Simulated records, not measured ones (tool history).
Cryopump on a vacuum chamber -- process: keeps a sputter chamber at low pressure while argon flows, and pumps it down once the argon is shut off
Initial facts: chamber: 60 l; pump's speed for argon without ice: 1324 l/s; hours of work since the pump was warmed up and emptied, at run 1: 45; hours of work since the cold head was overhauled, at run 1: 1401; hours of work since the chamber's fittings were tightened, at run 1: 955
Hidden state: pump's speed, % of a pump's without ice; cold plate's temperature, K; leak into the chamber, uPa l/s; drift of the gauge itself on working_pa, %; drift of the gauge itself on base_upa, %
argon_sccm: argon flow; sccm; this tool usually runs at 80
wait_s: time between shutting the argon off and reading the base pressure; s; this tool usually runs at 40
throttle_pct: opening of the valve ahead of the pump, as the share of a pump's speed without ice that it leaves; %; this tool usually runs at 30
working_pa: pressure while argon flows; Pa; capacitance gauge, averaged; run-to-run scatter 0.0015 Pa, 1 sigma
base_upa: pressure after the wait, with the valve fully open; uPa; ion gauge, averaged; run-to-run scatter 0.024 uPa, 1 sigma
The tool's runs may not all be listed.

run	hour	argon_sccm	wait_s	throttle_pct	hours of work since the pump was warmed up and emptied	hours of work since the cold head was overhauled	hours of work since the chamber's fittings were tightened	working_pa	base_upa
1	0.0	80	40	30	45	1401	955	0.3427	1.93
2	61.4	80	40	30	87	1443	996	0.3459	1.88
3	106.4	80	30	30	118	1474	1027	0.3488	2.41
4	145.4	80	30	30	144	1500	1054	0.3488	2.40
5	187.7	80	25	30	173	1529	1082	0.3532	2.85
6	237.2	80	25	30	207	1563	1116	0.3535	2.84
7	291.5	80	25	30	244	1600	1153	0.3551	2.86
8	324.2	80	25	30	266	1622	1176	0.3549	2.97
9	373.9	80	25	30	300	1656	1209	0.3606	2.89
10	440.5	80	25	30	345	1702	1255	0.3632	2.86
11	491.8	80	25	30	380	1737	1290	0.3637	2.97
12	555.3	80	25	26	424	1780	1333	0.4218	2.91
# hour 564.7: pump warmed up, emptied and cooled again
13	593.7	76	40	30	20	1803	1356	0.3252	1.87
14	666.2	76	40	30	69	1852	1405	0.3286	1.94
15	736.6	111	22	27	117	1900	1453	0.5368	3.21
16	772.4	111	22	27	142	1925	1478	0.5344	3.15
17	842.8	48	26	30	190	1973	1526	0.2106	2.79
18	875.6	36	64	21	212	1995	1548	0.2261	1.39
19	925.5	36	64	21	246	2029	1582	0.2259	1.40
20	963.8	80	40	53	272	2055	1608	0.2120	2.01
21	994.3	45	134	30	293	2076	1629	0.2037	0.92
22	1032.7	100	134	19	319	2102	1655	0.6939	0.97

Expected results for the next run?
23	1069.9	80	258	16	344	2127	1681	?	?

working_pa: 0.6583 Pa
base_upa: 0.77 uPa
If the tool had no hidden condition, the same run with the same run-to-run variation would have returned working_pa 0.6340 Pa, base_upa 0.50 uPa.

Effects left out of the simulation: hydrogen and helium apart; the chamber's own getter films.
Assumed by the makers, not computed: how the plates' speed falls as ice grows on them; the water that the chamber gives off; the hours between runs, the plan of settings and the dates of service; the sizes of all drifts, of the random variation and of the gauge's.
